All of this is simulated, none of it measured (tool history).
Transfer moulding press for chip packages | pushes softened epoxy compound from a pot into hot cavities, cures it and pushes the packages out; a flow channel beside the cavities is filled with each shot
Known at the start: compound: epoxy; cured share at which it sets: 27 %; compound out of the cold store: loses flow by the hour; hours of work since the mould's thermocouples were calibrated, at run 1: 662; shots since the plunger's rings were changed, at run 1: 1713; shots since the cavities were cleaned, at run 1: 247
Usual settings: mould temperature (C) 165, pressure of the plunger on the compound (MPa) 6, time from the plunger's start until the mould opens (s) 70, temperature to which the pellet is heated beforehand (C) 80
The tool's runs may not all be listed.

| run | hour | mould temperature (C) | pressure of the plunger on the compound (MPa) | time from the plunger's start until the mould opens (s) | temperature to which the pellet is heated beforehand (C) | hours of work since the mould's thermocouples were calibrated | shots since the plunger's rings were changed | shots since the cavities were cleaned | incoming compound's hours out of the cold store | length that the compound runs in the flow channel (mm) | greatest force on the pins that push the packages out (N) |
|---|---|---|---|---|---|---|---|---|---|---|---|
| 1 | 0 | 165 | 6 | 70 | 80 | 662 | 1713 | 247 | 27.1 | 758 | 442 |
|  | 28.2 | cavities cleaned with cleaning compound and waxed |
| 2 | 39.1 | 165 | 6 | 70 | 80 | 681 | 2233 | 151 | 42.7 | 712 | 416 |
|  | 73.8 | plunger's sealing rings changed |
|  | 75.3 | cavities cleaned with cleaning compound and waxed |
| 3 | 81.3 | 165 | 6 | 70 | 80 | 702 | 83 | 83 | 8.8 | 822 | 434 |
|  | 119.5 | cavities cleaned with cleaning compound and waxed |
| 4 | 119.5 | 165 | 6 | 70 | 80 | 721 | 591 | 0 | 43.3 | 737 | 366 |
| 5 | 140.3 | 165 | 6 | 70 | 80 | 732 | 877 | 286 | 27.5 | 764 | 433 |
|  | 164.9 | cavities cleaned with cleaning compound and waxed |
| 6 | 183.5 | 165 | 6 | 70 | 80 | 754 | 1454 | 257 | 41.6 | 720 | 413 |
|  | 209.2 | cavities cleaned with cleaning compound and waxed |
| 7 | 225.4 | 165 | 6 | 70 | 80 | 775 | 2012 | 223 | 39 | 725 | 420 |
|  | 256.3 | cavities cleaned with cleaning compound and waxed |
| 8 | 257.7 | 165 | 6 | 70 | 80 | 791 | 2438 | 20 | 41.3 | 712 | 376 |
|  | 263.8 | mould's thermocouples calibrated |
|  | 279.2 | plunger's sealing rings changed |
|  | 305.5 | cavities cleaned with cleaning compound and waxed |
| 9 | 305.5 | 165 | 6 | 70 | 80 | 20 | 342 | 0 | 8.8 | 819 | 422 |
| 10 | 329 | 165 | 6 | 70 | 80 | 32 | 667 | 325 | 35.3 | 744 | 495 |
|  | 350.8 | cavities cleaned with cleaning compound and waxed |
| 11 | 373.9 | 159 | 5.05 | 70 | 80 | 55 | 1267 | 320 | 41 | 673 | 737 |
|  | 395.3 | cavities cleaned with cleaning compound and waxed |
| 12 | 418.5 | 162 | 6 | 56 | 80 | 78 | 1862 | 321 | 32.9 | 750 | 1034 |
|  | 442 | cavities cleaned with cleaning compound and waxed |
| 13 | 463.5 | 162 | 6 | 70 | 80 | 100 | 2463 | 297 | 35.5 | 733 | 570 |
|  | 481.8 | plunger's sealing rings changed |
|  | 488.5 | cavities cleaned with cleaning compound and waxed |
|  | 505.8 | mould's thermocouples calibrated, once more |
| 14 | 510 | 165 | 7.03 | 70 | 80 | 2 | 341 | 270 | 15.5 | 858 | 426 |

Forecast run 15:
|  | 535.8 | cavities cleaned with cleaning compound and waxed |
| 15 | 555.8 | 165 | 7.03 | 70 | 80 | 25 | 953 | 276 | 19.6 | ? | ? |

Run 15 gave length that the compound runs in the flow channel (mm) 846, greatest force on the pins that push the packages out (N) 402.
Without the tool's hidden state the same run would have given length that the compound runs in the flow channel (mm) 856, greatest force on the pins that push the packages out (N) 346.
